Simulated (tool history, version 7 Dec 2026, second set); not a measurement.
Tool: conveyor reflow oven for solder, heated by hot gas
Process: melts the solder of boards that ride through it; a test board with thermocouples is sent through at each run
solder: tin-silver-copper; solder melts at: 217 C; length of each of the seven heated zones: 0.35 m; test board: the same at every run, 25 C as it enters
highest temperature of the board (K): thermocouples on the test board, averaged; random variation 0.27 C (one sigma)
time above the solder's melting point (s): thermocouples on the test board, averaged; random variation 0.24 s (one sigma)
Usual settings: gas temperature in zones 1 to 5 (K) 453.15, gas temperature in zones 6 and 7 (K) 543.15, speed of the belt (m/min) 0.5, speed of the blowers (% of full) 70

run	hour	gas temperature in zones 1 to 5 (K)	gas temperature in zones 6 and 7 (K)	speed of the belt (m/min)	speed of the blowers (% of full)	highest temperature of the board (K)	time above the solder's melting point (s)
1	0	453.15	543.15	0.5	70	524.05	63.7
2	17.8	453.15	543.15	0.481	70	524.85	68.1
3	40.7	453.15	543.15	0.481	64	523.25	66
4	56.1	453.15	543.15	0.481	64	523.05	65.5
5	70.7	453.15	543.15	0.481	64	523.15	65.3
6	84.9	453.15	543.15	0.481	64	523.45	65.4
7	98	466.15	543.15	0.5	70	526.65	72.1
8	115.3	466.15	543.15	0.5	70	526.15	71.8
9	129	466.15	543.15	0.5	70	526.15	72.2
10	147.2	466.15	543.15	0.5	70	526.05	72.2
11	165.1	466.15	543.15	0.5	70	525.75	71.9
12	185.6	464.15	543.15	0.5	70	525.25	70.5
13	198.5	464.15	543.15	0.5	70	525.25	70.5
14	226.6	450.15	543.15	0.5	62	521.75	60
15	238.5	440.15	543.15	0.5	58	518.25	51.9
16	254.5	453.15	546.15	0.5	70	526.85	66.6
17	280	458.15	546.15	0.5	73	528.75	70.2
18	301.7	458.15	546.15	0.5	73	529.05	70.7
19	318.8	453.15	543.15	0.445	78	529.45	78.5
20	343.1	464.15	543.15	0.468	70	528.15	78.7
21	363.9	464.15	543.15	0.468	70	528.75	78.7
22	385.7	460.15	548.15	0.45	67	532.25	82.4
23	402.4	453.15	543.15	0.419	88	532.05	86.6
24	426.7	465.15	543.15	0.5	70	526.55	72.1
25	438.4	460.15	546.15	0.5	70	528.35	70.2
26	458.4	460.15	546.15	0.5	70	527.95	70.5

Taken out of this log: 1 entry between the listed runs. Where each belongs, and how the hidden state differs across it:
Between runs 13 and 14: flux residue cleaned out of gas plates and filters (hour 220.1)
  heat that the gas passes to the board, % of a clean oven's: 94.1 -> 99.5; belt's true speed, % of the reading: 98.61 -> 98.59; true gas temperature in zones 6 and 7 over the reading, C: -0.81 -> -0.84
  measured less the result without the state, highest temperature of the board (K): -1.7 -> -0.3; time above the solder's melting point (s): -0.6 -> +0.6

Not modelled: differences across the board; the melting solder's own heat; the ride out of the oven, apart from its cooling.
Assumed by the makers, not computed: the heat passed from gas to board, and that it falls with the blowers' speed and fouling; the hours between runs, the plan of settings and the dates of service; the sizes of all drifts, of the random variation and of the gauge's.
